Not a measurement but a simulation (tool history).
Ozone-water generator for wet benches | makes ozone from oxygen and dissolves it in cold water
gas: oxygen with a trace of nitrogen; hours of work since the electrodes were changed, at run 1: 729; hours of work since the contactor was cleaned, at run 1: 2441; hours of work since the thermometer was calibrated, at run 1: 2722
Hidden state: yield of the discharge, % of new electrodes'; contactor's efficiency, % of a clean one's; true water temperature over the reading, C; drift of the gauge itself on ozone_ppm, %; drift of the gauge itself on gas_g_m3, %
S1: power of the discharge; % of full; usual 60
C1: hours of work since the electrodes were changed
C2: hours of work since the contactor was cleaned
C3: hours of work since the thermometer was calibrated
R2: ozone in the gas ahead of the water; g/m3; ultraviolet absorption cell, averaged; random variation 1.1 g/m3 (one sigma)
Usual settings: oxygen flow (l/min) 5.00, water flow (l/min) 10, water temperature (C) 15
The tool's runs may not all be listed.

run 1 hour=0.0 | S1=60 oxygen_flow_(l/min)=5.00 water_flow_(l/min)=10 water_temperature_(C)=15 | C1=729 C2=2441 C3=2722 | dissolved_ozone_(ppm)=24.5 R2=187.9
-- hour=26.4 contactor cleaned
run 2 hour=68.9 | S1=60 oxygen_flow_(l/min)=4.20 water_flow_(l/min)=10 water_temperature_(C)=15 | C1=787 C2=38 C3=2780 | dissolved_ozone_(ppm)=24.6 R2=202.7
run 3 hour=124.6 | S1=60 oxygen_flow_(l/min)=5.00 water_flow_(l/min)=8 water_temperature_(C)=15 | C1=836 C2=87 C3=2829 | dissolved_ozone_(ppm)=28.7 R2=186.4
run 4 hour=183.8 | S1=60 oxygen_flow_(l/min)=5.00 water_flow_(l/min)=8 water_temperature_(C)=15 | C1=889 C2=140 C3=2882 | dissolved_ozone_(ppm)=28.5 R2=187.9
run 5 hour=227.7 | S1=60 oxygen_flow_(l/min)=5.00 water_flow_(l/min)=10 water_temperature_(C)=15 | C1=928 C2=179 C3=2921 | dissolved_ozone_(ppm)=24.4 R2=188.3
run 6 hour=290.5 | S1=60 oxygen_flow_(l/min)=5.00 water_flow_(l/min)=10 water_temperature_(C)=15 | C1=984 C2=235 C3=2977 | dissolved_ozone_(ppm)=24.8 R2=185.9
run 7 hour=336.4 | S1=60 oxygen_flow_(l/min)=5.00 water_flow_(l/min)=10 water_temperature_(C)=15 | C1=1024 C2=276 C3=3018 | dissolved_ozone_(ppm)=24.6 R2=185.9
run 8 hour=370.8 | S1=60 oxygen_flow_(l/min)=5.00 water_flow_(l/min)=12 water_temperature_(C)=15 | C1=1055 C2=306 C3=3048 | dissolved_ozone_(ppm)=21.4 R2=184.9
run 9 hour=410.4 | S1=60 oxygen_flow_(l/min)=5.00 water_flow_(l/min)=12 water_temperature_(C)=15 | C1=1090 C2=342 C3=3083 | dissolved_ozone_(ppm)=21.1 R2=184.8
run 10 hour=457.7 | S1=60 oxygen_flow_(l/min)=5.00 water_flow_(l/min)=12 water_temperature_(C)=15 | C1=1132 C2=384 C3=3125 | dissolved_ozone_(ppm)=21.0 R2=183.3
run 11 hour=489.7 | S1=99 oxygen_flow_(l/min)=5.00 water_flow_(l/min)=12 water_temperature_(C)=15 | C1=1161 C2=412 C3=3154 | dissolved_ozone_(ppm)=29.3 R2=252.3
run 12 hour=548.8 | S1=99 oxygen_flow_(l/min)=5.00 water_flow_(l/min)=12 water_temperature_(C)=15 | C1=1213 C2=465 C3=3206 | dissolved_ozone_(ppm)=28.7 R2=252.8
run 13 hour=617.6 | S1=99 oxygen_flow_(l/min)=2.84 water_flow_(l/min)=12 water_temperature_(C)=15 | C1=1275 C2=526 C3=3268 | dissolved_ozone_(ppm)=28.1 R2=327.8
run 14 hour=674.9 | S1=60 oxygen_flow_(l/min)=5.00 water_flow_(l/min)=10 water_temperature_(C)=15 | C1=1325 C2=577 C3=3319 | dissolved_ozone_(ppm)=24.7 R2=184.7
run 15 hour=707.6 | S1=60 oxygen_flow_(l/min)=5.00 water_flow_(l/min)=10 water_temperature_(C)=15 | C1=1355 C2=606 C3=3348 | dissolved_ozone_(ppm)=24.7 R2=183.5
run 16 hour=761.4 | S1=60 oxygen_flow_(l/min)=2.72 water_flow_(l/min)=10 water_temperature_(C)=15 | C1=1402 C2=654 C3=3396 | dissolved_ozone_(ppm)=23.9 R2=243.8

The next listed run, before its measurement:
run 17 hour=820.2 | S1=60 oxygen_flow_(l/min)=5.00 water_flow_(l/min)=7 water_temperature_(C)=20 | C1=1455 C2=706 C3=3448 | dissolved_ozone_(ppm)=? R2=?

{"run 17": {"dissolved ozone (ppm)": 28.3, "R2": 183.6}}
Without the tool's hidden state the same run would have given dissolved ozone (ppm) 28.3, R2 187.1 g/m3.

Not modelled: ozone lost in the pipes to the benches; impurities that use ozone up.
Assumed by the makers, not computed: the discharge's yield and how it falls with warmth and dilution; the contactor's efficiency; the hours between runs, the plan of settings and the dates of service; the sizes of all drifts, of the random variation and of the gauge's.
